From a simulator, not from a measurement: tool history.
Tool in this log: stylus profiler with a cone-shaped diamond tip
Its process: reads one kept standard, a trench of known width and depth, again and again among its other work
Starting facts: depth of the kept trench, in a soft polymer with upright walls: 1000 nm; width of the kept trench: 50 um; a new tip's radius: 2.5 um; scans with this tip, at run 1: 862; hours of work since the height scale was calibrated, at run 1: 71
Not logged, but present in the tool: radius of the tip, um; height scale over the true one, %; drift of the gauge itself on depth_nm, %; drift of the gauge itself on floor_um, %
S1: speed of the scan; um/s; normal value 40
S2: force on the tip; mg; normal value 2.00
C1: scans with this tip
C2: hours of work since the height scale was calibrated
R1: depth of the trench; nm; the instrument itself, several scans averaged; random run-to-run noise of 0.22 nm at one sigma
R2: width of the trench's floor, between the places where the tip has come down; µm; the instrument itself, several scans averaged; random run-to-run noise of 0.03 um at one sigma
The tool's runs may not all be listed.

run,hour,S1,S2,C1,C2,R1,R2
1,0.0,40,2.00,862,71,1006.09,45.94
2,14.4,40,2.00,982,80,1005.89,45.86
3,24.1,54,2.00,1062,87,1006.32,45.82
4,42.8,54,2.00,1217,100,1006.38,45.81
5,53.7,40,2.00,1307,107,1005.82,45.80
6,72.5,40,2.00,1463,120,1006.37,45.81
7,88.7,40,2.00,1597,131,1005.80,45.79
8,103.4,40,2.40,1719,141,1006.80,45.85
9,118.5,54,2.40,1844,151,1006.77,45.76
10,132.9,54,0.67,1964,161,1003.56,45.59
11,143.4,54,0.67,2050,168,1003.34,45.60
12,160.8,54,0.67,2195,180,1003.77,45.53
13,169.9,54,0.67,2270,186,1003.70,45.48
14,184.1,16,2.00,2388,196,1006.38,45.82
15,193.4,16,2.00,2465,202,1007.10,45.84
16,202.2,16,2.00,2538,208,1006.41,45.85
17,210.4,16,2.03,2606,214,1006.36,45.77
18,223.2,16,1.25,2712,222,1005.06,45.77
19,236.1,16,1.25,2819,231,1005.57,45.72
20,248.3,10,4.70,2920,239,1010.99,45.80
21,264.0,10,4.70,3050,250,1011.13,45.80
22,276.3,35,0.93,3152,258,1004.68,45.65
23,292.4,40,0.81,3285,269,1004.61,45.58
# hour 294.5: height scale calibrated on a step standard
24,309.6,49,0.81,3424,10,1005.65,45.50
25,320.2,49,0.81,3512,17,1005.44,45.53
# hour 325.7: height scale calibrated on a step standard, once more
26,330.9,40,3.83,3596,3,1008.64,45.67
27,350.0,40,3.83,3755,16,1008.73,45.63
28,367.2,31,1.20,3897,28,1004.49,45.61
29,381.4,151,0.71,4015,38,1003.10,44.71
30,396.3,145,1.16,4138,48,1004.23,44.98
31,404.9,59,1.04,4210,54,1004.08,45.39
32,417.1,45,2.74,4311,62,1007.27,45.59

Each row is a separate what-if for the run after 32, all from the same tool condition, not one after another. Results?
A,426.6,40,1.77,4389,68,?,?
B,426.6,40,3.26,4389,68,?,?
C,426.6,135,3.56,4389,68,?,?
D,426.6,15,3.98,4389,68,?,?
E,426.6,50,2.74,4389,68,?,?

run,R1,R2
A,1005.16,45.56
B,1007.76,45.54
C,1008.28,45.36
D,1008.88,45.60
E,1007.00,45.56
What these runs would have given with no unlogged condition in the tool:
run,R1,R2
A,1004.56,45.85
B,1007.16,45.84
C,1007.68,45.65
D,1008.28,45.89
E,1006.40,45.85
